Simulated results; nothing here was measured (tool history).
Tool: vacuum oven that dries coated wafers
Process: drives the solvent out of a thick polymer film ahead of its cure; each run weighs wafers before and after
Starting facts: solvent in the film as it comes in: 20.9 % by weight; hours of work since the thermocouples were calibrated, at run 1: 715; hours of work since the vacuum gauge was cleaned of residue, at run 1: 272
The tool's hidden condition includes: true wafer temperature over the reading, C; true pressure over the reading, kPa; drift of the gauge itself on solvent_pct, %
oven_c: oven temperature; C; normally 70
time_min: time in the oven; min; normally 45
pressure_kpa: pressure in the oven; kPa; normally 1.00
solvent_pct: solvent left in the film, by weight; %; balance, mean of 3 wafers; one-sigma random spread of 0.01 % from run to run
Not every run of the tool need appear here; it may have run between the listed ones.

run   hour  oven_c  time_min  pressure_kpa  hours of work since the thermocouples were calibrated  hours of work since the vacuum gauge was cleaned of residue  solvent_pct
  1    0.0      70        45          1.00                                                    715                                                          272         0.96
  2    8.5      70        45          1.00                                                    722                                                          278         0.94
  3   15.8      70        45          1.00                                                    727                                                          284         0.94
  4   25.4      70        45          1.00                                                    735                                                          291         0.94
  5   33.1      70        45          1.00                                                    740                                                          297         0.97
  6   44.9      70        45          1.00                                                    749                                                          306         0.94
  7   51.6      70        45          1.00                                                    755                                                          311         0.95
  8   64.0      70        45          1.00                                                    764                                                          321         0.96
  9   75.1      70        45          1.00                                                    772                                                          329         0.95
 10   81.4      70        45          1.00                                                    777                                                          334         0.94
 11   90.7      70        44          1.00                                                    784                                                          341         1.00
 12   97.8      70        44          1.00                                                    790                                                          346         0.99
 13  106.1      70        44          1.00                                                    796                                                          353         0.98
 14  119.3      70        44          1.00                                                    806                                                          363         0.99
 15  132.3      68        45          3.51                                                    816                                                          373         1.88
 16  138.9      68        45          2.79                                                    821                                                          378         1.68
 17  146.9      63        45          2.99                                                    827                                                          384         3.05
 18  159.8      82        45          2.99                                                    837                                                          394         0.44
 19  167.0      81        45          1.80                                                    842                                                          399         0.31
 20  179.4      68        30          0.62                                                    852                                                          409         2.75
     186.3  -- oven's thermocouples calibrated
 21  188.5      68        30          0.62                                                      2                                                          414         2.98
 22  200.2      68        30          0.62                                                     11                                                          423         2.96
 23  212.7      68        30          0.62                                                     20                                                          432         2.95
 24  220.9      70        36          1.33                                                     26                                                          439         1.78
 25  232.0      70        36          1.33                                                     35                                                          447         1.77
 26  244.5      63        63          1.87                                                     44                                                          457         1.69
 27  255.7      82        63          1.87                                                     53                                                          465         0.29
 28  267.5      82        63          1.87                                                     62                                                          474         0.28

What if the next run were any one of these 4? Each begins from the tool's condition after run 28:
  A  277.7      70        22          1.00                                                     70                                                          482            ?
  B  277.7      82        79          0.66                                                     70                                                          482            ?
  C  277.7      70        45          2.72                                                     70                                                          482            ?
  D  277.7      80        45          1.87                                                     70                                                          482            ?

run  solvent_pct
  A         3.98
  B         0.11
  C         1.40
  D         0.35
The same runs, with their run-to-run variation unchanged, on a tool lacking any hidden condition would have given:
run  solvent_pct
  A         4.12
  B         0.09
  C         1.45
  D         0.34

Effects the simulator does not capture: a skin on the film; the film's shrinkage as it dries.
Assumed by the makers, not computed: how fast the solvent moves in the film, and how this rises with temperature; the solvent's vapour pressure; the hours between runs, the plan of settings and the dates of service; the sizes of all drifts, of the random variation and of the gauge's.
